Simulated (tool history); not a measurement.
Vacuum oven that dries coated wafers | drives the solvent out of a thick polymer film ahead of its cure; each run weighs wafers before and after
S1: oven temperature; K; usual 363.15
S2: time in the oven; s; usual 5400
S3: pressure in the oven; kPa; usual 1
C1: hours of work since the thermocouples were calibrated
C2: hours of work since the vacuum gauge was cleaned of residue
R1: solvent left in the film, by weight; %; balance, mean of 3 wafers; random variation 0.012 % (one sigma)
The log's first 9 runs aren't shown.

-- hour=126.4 oven's thermocouples calibrated
run 10 hour=128.8 | S1=363.15 S2=2700 S3=1 | C1=2 C2=91 | R1=4.24
run 11 hour=147.4 | S1=363.15 S2=3720 S3=1 | C1=14 C2=103 | R1=2.95
run 12 hour=160.6 | S1=363.15 S2=3720 S3=1 | C1=23 C2=112 | R1=2.96
run 13 hour=169.1 | S1=363.15 S2=3720 S3=1 | C1=29 C2=118 | R1=2.94
run 14 hour=188.2 | S1=363.15 S2=3720 S3=1 | C1=42 C2=131 | R1=2.96
run 15 hour=207.6 | S1=363.15 S2=5400 S3=1 | C1=55 C2=144 | R1=1.85
run 16 hour=218.3 | S1=363.15 S2=5400 S3=1 | C1=62 C2=151 | R1=1.84
run 17 hour=232.8 | S1=367.15 S2=5400 S3=2.69 | C1=72 C2=161 | R1=2.57
run 18 hour=250 | S1=363.15 S2=5400 S3=1.36 | C1=83 C2=172 | R1=2.15
run 19 hour=261.7 | S1=363.15 S2=6480 S3=1 | C1=91 C2=180 | R1=1.47
run 20 hour=272.1 | S1=363.15 S2=6000 S3=3.25 | C1=98 C2=187 | R1=3.57
run 21 hour=288.2 | S1=363.15 S2=5400 S3=2.04 | C1=109 C2=198 | R1=2.72
run 22 hour=305.6 | S1=354.15 S2=7680 S3=0.81 | C1=121 C2=210 | R1=2.48
run 23 hour=325 | S1=373.15 S2=8700 S3=0.81 | C1=134 C2=223 | R1=0.57

The next listed run, before its measurement:
run 24 hour=338.9 | S1=357.15 S2=7560 S3=1 | C1=143 C2=232 | R1=?

R1: 2.08 %
Without the tool's hidden state the same run would have given R1 2.2 %.
